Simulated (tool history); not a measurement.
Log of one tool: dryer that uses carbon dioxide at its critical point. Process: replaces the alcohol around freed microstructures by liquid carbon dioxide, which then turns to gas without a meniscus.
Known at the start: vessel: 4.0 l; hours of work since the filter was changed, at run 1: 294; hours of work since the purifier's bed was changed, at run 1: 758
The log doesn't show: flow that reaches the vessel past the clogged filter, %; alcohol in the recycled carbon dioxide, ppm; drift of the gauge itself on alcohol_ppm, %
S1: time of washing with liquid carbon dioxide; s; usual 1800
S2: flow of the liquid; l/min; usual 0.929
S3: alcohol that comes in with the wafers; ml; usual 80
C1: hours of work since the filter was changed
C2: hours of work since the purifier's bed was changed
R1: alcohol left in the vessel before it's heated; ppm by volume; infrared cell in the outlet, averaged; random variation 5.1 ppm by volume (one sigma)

run	day	S1	S2	S3	C1	C2	R1
1	0.000	1800	0.929	80	294	758	387
2	1.200	1560	0.929	80	313	777	532
3	2.562	1560	0.929	80	334	798	566
# day 2.917: purifier's bed changed
4	3.854	1560	0.929	80	353	15	320
5	4.671	1560	0.929	80	365	28	328
6	6.375	1560	0.929	80	392	55	359
# day 6.829: inlet filter changed
7	7.317	1560	0.929	80	8	69	181
8	9.117	1800	0.929	80	36	97	110
9	10.204	1800	0.929	45	53	114	78
10	11.196	1800	0.929	45	69	130	93
11	12.483	1800	0.690	45	89	150	258
12	13.279	1800	1.099	45	102	163	76
13	14.696	1800	0.929	80	124	185	155
14	16.300	1800	0.929	24	149	211	105
15	17.217	1800	0.577	80	164	225	896
16	18.512	1800	0.577	66	184	245	779
17	19.429	1800	0.577	87	199	260	1010
18	20.442	1800	0.577	87	215	276	1029
19	21.721	1800	0.929	58	235	296	185
20	22.758	2580	0.929	58	251	312	115
21	23.521	2580	0.929	58	263	324	121
22	24.671	2580	0.929	58	282	343	141
23	25.538	1800	0.929	80	295	356	278
24	26.583	2400	0.929	80	312	373	154
25	27.888	1440	1.346	70	332	393	194
26	28.646	1440	1.346	70	344	405	212
27	30.408	1440	1.346	70	372	433	222
28	31.383	1440	1.346	70	387	449	224
# day 32.175: inlet filter changed
29	33.150	1980	0.881	48	15	476	190
30	34.788	1680	0.763	84	41	502	489
31	36.225	1680	0.763	84	64	524	504
32	37.888	1800	0.929	25	90	550	216
33	38.942	2220	1.043	20	107	567	189
34	40.125	2220	1.043	20	125	586	195
35	40.858	1140	1.310	22	137	597	240
36	42.075	1440	0.929	80	156	617	495
37	43.833	1740	1.339	21	184	644	211
38	44.871	1740	1.339	21	200	661	219
39	46.379	2280	0.929	68	224	685	257
40	48.146	2280	0.929	68	252	712	254
41	49.667	2280	0.710	22	276	736	282
42	50.871	1500	1.198	80	295	755	352
43	52.138	1200	0.929	80	315	775	1048
44	53.262	1200	0.929	80	333	793	1032
# day 53.979: purifier's bed changed
45	54.600	1200	0.886	80	352	10	976
46	55.596	1200	0.886	80	368	26	983
47	56.604	1380	1.114	94	384	41	326

Hidden state at the last listed run before each entry between runs and at the first one after, where it differs:
Between runs 3 and 4: purifier's bed changed (day 2.917)
  flow that reaches the vessel past the clogged filter, %: 86.5 -> 85.7; alcohol in the recycled carbon dioxide, ppm: 265.1 -> 10.3
  measured less the result without the state, R1: +404 -> +160 ppm by volume
Between runs 6 and 7: inlet filter changed (day 6.829)
  flow that reaches the vessel past the clogged filter, %: 84 -> 99.2; alcohol in the recycled carbon dioxide, ppm: 23.2 -> 28.1
  measured less the result without the state, R1: +201 -> +29 ppm by volume
Between runs 28 and 29: inlet filter changed (day 32.175)
  flow that reaches the vessel past the clogged filter, %: 83.2 -> 99.3; alcohol in the recycled carbon dioxide, ppm: 150.1 -> 158.2
  measured less the result without the state, R1: +193 -> +151 ppm by volume
Between runs 44 and 45: purifier's bed changed (day 53.979)
  flow that reaches the vessel past the clogged filter, %: 86.2 -> 85.4; alcohol in the recycled carbon dioxide, ppm: 260.2 -> 8.6
  measured less the result without the state, R1: +568 -> +393 ppm by volume
